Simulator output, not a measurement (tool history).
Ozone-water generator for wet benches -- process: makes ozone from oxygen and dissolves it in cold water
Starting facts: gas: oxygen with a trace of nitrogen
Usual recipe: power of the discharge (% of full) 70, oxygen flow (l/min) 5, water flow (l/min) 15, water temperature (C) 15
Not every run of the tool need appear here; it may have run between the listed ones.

run    hour  power of the discharge (% of full)  oxygen flow (l/min)  water flow (l/min)  water temperature (C)  dissolved ozone (ppm)  ozone in the gas ahead of the water (g/m3)
  1       0                                  70                    5                  15                     15                   34.1                                       247.3
  2    70.5                                  70                    5                  15                     15                   33.4                                       248.3
  3     107                                  70                    5                  15                     15                   33.9                                       248.3
  4   156.8                                  70                    5                  15                     15                   33.9                                       249.2
  5   244.4                                  70                    5                  15                     15                   33.6                                       247.8
  6   292.5                                  70                 4.39                  15                     15                   33.3                                       263.6
  7   370.8                                  70                    5                  19                     15                   28.2                                       248.2
  8   442.1                                  70                    5                  19                     15                   27.7                                       246.5
  9   526.4                                  70                    5                  15                     15                   33.5                                       247.6
 10   568.5                                  70                    5                  15                     15                   33.5                                       249.6
 11   633.3                                  70                    5                  15                     15                   33.3                                       246.1
 12   706.7                                  70                    5                  15                     15                   33.4                                       243.2
 13     767                                  70                    5                  15                     15                   32.9                                       248.3
 14   807.6                                  70                    5                  15                     15                   32.9                                       244.9
      823.4  -- contactor cleaned
 15   893.4                                  70                 7.52                  15                     15                   35.5                                       205.7
 16   963.9                                  70                    5                  15                     15                   35.7                                         246
 17  1020.9                                  45                    5                  15                      7                   29.5                                       183.6
 18  1061.9                                  76                 2.98                  15                      7                   38.3                                       330.9
 19  1108.2                                  76                 2.98                  15                      7                   38.2                                         332
 20  1162.3                                  70                 3.08                  15                     11                   34.4                                         305
 21  1227.6                                  70                 3.08                  15                     11                   34.7                                       305.1
 22  1263.4                                  64                    5                  15                      7                   37.1                                       231.1
 23    1320                                  70                    5                  15                     14                   35.4                                         246
 24  1358.6                                  82                    5                  20                     14                   31.6                                       272.3
 25  1396.3                                  47                 6.69                   9                     12                   37.5                                         166
 26  1434.9                                  47                 6.69                   9                     12                   37.4                                       164.8
 27  1517.3                                  70                    5                  16                     23                   29.6                                       244.6
 28  1589.2                                  45                 4.62                  18                      7                   25.1                                       188.9
 29  1642.1                                  70                 5.72                  15                     15                   34.9                                         229
 30  1720.2                                  70                 8.34                  15                     17                   32.7                                       191.9
 31  1773.5                                  70                    5                  15                     23                   30.2                                         242
 32  1839.2                                  70                    5                  15                     23                   30.1                                       244.2

Pick out some run-to-run changes in dissolved ozone (ppm). Of each, how much would a tool without hidden state show as well, from the settings, what came in and chance, and how much is left for the hidden state and any gauge scatter not in both results compared?
Hidden conditions of the tool in this case: yield of the discharge, % of new electrodes'; contactor's efficiency, % of a clean one's; true water temperature over the reading, C; drift of the gauge itself on ozone_ppm, %; drift of the gauge itself on gas_g_m3, %.
Run 14 -> 15: oxygen flow (l/min) 5 -> 7.52, contactor cleaned. dissolved ozone (ppm) +2.6: hidden state +2.2, all else +0.4.
Run 17 -> 18: power of the discharge (% of full) 45 -> 76, oxygen flow (l/min) 5 -> 2.98. dissolved ozone (ppm) +8.8: hidden state -0.7, all else +9.5.
Run 26 -> 27: power of the discharge (% of full) 47 -> 70, oxygen flow (l/min) 6.69 -> 5, water flow (l/min) 9 -> 16, water temperature (C) 12 -> 23. dissolved ozone (ppm) -7.8: hidden state -0.1, all else -7.7.
Run 28 -> 29: power of the discharge (% of full) 45 -> 70, oxygen flow (l/min) 4.62 -> 5.72, water flow (l/min) 18 -> 15, water temperature (C) 7 -> 15. dissolved ozone (ppm) +9.8: hidden state -0.8, all else +10.6.
